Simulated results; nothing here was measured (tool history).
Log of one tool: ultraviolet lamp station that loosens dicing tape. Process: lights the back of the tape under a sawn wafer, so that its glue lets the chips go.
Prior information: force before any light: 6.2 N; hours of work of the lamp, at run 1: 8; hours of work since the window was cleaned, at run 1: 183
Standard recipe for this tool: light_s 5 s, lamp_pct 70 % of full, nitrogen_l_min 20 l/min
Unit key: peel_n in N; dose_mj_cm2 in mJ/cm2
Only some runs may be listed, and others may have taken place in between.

run,hour,light_s,lamp_pct,nitrogen_l_min,hours of work of the lamp,hours of work since the window was cleaned,peel_n,dose_mj_cm2
1,0.0,5,70,20,8,183,0.217,184
2,42.0,5,70,6,30,205,0.423,185
3,123.3,5,70,19,72,247,0.250,174
4,191.1,5,70,19,108,283,0.259,171
5,288.9,5,70,19,159,334,0.272,167
6,384.7,5,70,20,209,385,0.283,163
7,429.4,5,70,8,233,408,0.464,158
8,505.8,3,68,10,273,448,1.227,90
9,554.1,9,88,9,298,474,0.120,347
10,635.4,2,64,33,341,516,1.818,57
# hour 676.4: window cleaned of glue's vapour
11,715.4,2,64,33,383,20,1.537,65

What if the next run were any one of these 4? Each begins from the tool's condition after run 11:
A,760.0,5,70,8,406,44,?,?
B,760.0,3,82,33,406,44,?,?
C,760.0,8,79,20,406,44,?,?
D,760.0,2,81,6,406,44,?,?

run,peel_n,dose_mj_cm2
A,0.429,167
B,0.461,124
C,0.104,306
D,1.812,78
What these runs would have given with no unlogged condition in the tool:
run,peel_n,dose_mj_cm2
A,0.291,199
B,0.309,147
C,0.098,365
D,1.443,93
